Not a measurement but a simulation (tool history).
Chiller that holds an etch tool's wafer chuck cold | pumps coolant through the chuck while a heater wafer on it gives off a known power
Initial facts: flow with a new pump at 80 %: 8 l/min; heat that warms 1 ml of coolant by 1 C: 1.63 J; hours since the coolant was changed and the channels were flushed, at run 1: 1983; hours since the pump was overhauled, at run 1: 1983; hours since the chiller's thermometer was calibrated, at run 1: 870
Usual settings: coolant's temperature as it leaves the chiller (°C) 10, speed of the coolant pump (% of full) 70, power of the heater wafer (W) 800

run,hour,coolant's temperature as it leaves the chiller (°C),speed of the coolant pump (% of full),power of the heater wafer (W),hours since the coolant was changed and the channels were flushed,hours since the pump was overhauled,hours since the chiller's thermometer was calibrated,chuck's temperature once it has settled (°C),how much warmer the coolant comes back (C)
1,0.0,10,70,800,1983,1983,870,17.2,4.25
2,128.1,10,70,800,2111,2111,998,17.2,4.26
3,255.0,10,66,800,2238,2238,1125,17.7,4.59
4,393.1,10,64,800,2376,2376,1263,18.0,4.67
5,486.6,7,70,800,2469,2469,1357,14.3,4.35
6,624.9,7,70,800,2608,2608,1495,14.3,4.31
7,714.7,11,86,800,2697,2697,1585,17.3,3.47
8,937.7,0,88,492,2920,2920,1808,4.0,2.09
9,1038.6,0,88,492,3021,3021,1909,3.8,2.07
10,1154.1,10,86,515,3137,3137,2025,14.1,2.26
# hour 1201.1: chiller's thermometer calibrated
11,1343.8,1,61,1082,3326,3326,143,11.9,6.79
12,1465.6,8,86,832,3447,3447,265,14.7,3.58

Forecast each of these 3 alternatives for the next run:
A,1651.0,8,86,478,3633,3633,450,?,?
B,1651.0,10,67,480,3633,3633,450,?,?
C,1651.0,7,91,740,3633,3633,450,?,?

run,chuck's temperature once it has settled (°C),how much warmer the coolant comes back (C)
A,11.8,2.14
B,14.5,2.79
C,12.7,3.00
Stripped of hidden state, with their random variation kept, the same runs would have yielded:
run,chuck's temperature once it has settled (°C),how much warmer the coolant comes back (C)
A,11.8,2.05
B,14.5,2.70
C,12.7,2.91
